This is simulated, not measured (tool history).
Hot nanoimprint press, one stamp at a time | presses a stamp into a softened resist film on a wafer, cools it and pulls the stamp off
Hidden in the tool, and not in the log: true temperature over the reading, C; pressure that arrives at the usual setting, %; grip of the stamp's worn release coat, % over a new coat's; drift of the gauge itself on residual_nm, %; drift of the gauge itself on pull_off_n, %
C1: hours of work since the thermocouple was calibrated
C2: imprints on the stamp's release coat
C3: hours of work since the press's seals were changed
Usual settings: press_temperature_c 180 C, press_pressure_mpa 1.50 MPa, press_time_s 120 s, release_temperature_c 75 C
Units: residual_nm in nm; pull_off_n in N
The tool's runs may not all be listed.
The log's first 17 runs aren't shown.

Run 18, hour 287.5: usual settings but press_temperature_c 181 C, press_pressure_mpa 1.20 MPa, release_temperature_c 80 C; C1 77; C2 1201; C3 520. Result: residual_nm 278.1 nm, pull_off_n 220 N.
Run 19, hour 298.3: usual settings but press_temperature_c 185 C, press_pressure_mpa 1.82 MPa, press_time_s 147 s; C1 84; C2 1223; C3 527. Result: residual_nm 184.3 nm, pull_off_n 255 N.
Run 20, hour 316.0: usual settings but press_temperature_c 182 C, press_pressure_mpa 2.21 MPa; C1 96; C2 1259; C3 538. Result: residual_nm 206.2 nm, pull_off_n 261 N.
Run 21, hour 329.3: usual settings but press_temperature_c 191 C, press_pressure_mpa 1.45 MPa, press_time_s 184 s; C1 104; C2 1286; C3 547. Result: residual_nm 147.5 nm, pull_off_n 253 N.
Run 22, hour 348.2: usual settings but press_temperature_c 191 C, press_pressure_mpa 1.45 MPa, press_time_s 184 s; C1 116; C2 1325; C3 559. Result: residual_nm 147.6 nm, pull_off_n 254 N.
Run 23, hour 362.8: usual settings but press_temperature_c 191 C, press_pressure_mpa 1.45 MPa, press_time_s 184 s; C1 125; C2 1355; C3 568. Result: residual_nm 147.3 nm, pull_off_n 258 N.
Run 24, hour 376.2: usual settings but press_pressure_mpa 1.40 MPa, release_temperature_c 70 C; C1 134; C2 1382; C3 577. Result: residual_nm 270.5 nm, pull_off_n 285 N.
Run 25, hour 402.0: usual settings but press_pressure_mpa 1.40 MPa, release_temperature_c 70 C; C1 150; C2 1435; C3 593. Result: residual_nm 270.0 nm, pull_off_n 278 N.
At hour 410.6: stamp cleaned and given a new release coat.
Run 26, hour 418.9: usual settings but press_pressure_mpa 1.40 MPa, release_temperature_c 70 C; C1 157; C2 17; C3 600. Result: residual_nm 270.4 nm, pull_off_n 243 N.
Run 27, hour 434.4: usual settings but press_pressure_mpa 1.40 MPa, release_temperature_c 70 C; C1 167; C2 48; C3 610. Result: residual_nm 270.3 nm, pull_off_n 240 N.
Run 28, hour 450.2: usual settings but press_temperature_c 186 C, press_pressure_mpa 1.40 MPa, release_temperature_c 82 C; C1 177; C2 81; C3 620. Result: residual_nm 215.7 nm, pull_off_n 189 N.
Run 29, hour 469.0: usual settings but press_temperature_c 186 C, press_pressure_mpa 1.40 MPa, release_temperature_c 82 C; C1 189; C2 119; C3 632. Result: residual_nm 215.3 nm, pull_off_n 189 N.
Run 30, hour 493.0: usual settings but press_temperature_c 186 C, press_pressure_mpa 0.93 MPa, press_time_s 150 s, release_temperature_c 70 C; C1 205; C2 168; C3 648. Result: residual_nm 237.5 nm, pull_off_n 245 N.

3 ways to go on from here, each from the tool as it stands after run 30. What would each give?
Run A, hour 515.2: usual settings but press_temperature_c 170 C, press_pressure_mpa 0.93 MPa, press_time_s 121 s, release_temperature_c 76 C; C1 219; C2 213; C3 662. Result: residual_nm ?, pull_off_n ?.
Run B, hour 515.2: usual settings but press_temperature_c 186 C, press_pressure_mpa 1.67 MPa, press_time_s 67 s, release_temperature_c 79 C; C1 219; C2 213; C3 662. Result: residual_nm ?, pull_off_n ?.
Run C, hour 515.2: usual settings but press_temperature_c 179 C, press_pressure_mpa 1.66 MPa, press_time_s 150 s, release_temperature_c 70 C; C1 219; C2 213; C3 662. Result: residual_nm ?, pull_off_n ?.

run  residual_nm  pull_off_n
  A        409.5         220
  B        247.1         205
  C        241.9         244
Without the tool's hidden state the same runs would have given:
run  residual_nm  pull_off_n
  A        412.3         217
  B        246.8         202
  C        242.3         241

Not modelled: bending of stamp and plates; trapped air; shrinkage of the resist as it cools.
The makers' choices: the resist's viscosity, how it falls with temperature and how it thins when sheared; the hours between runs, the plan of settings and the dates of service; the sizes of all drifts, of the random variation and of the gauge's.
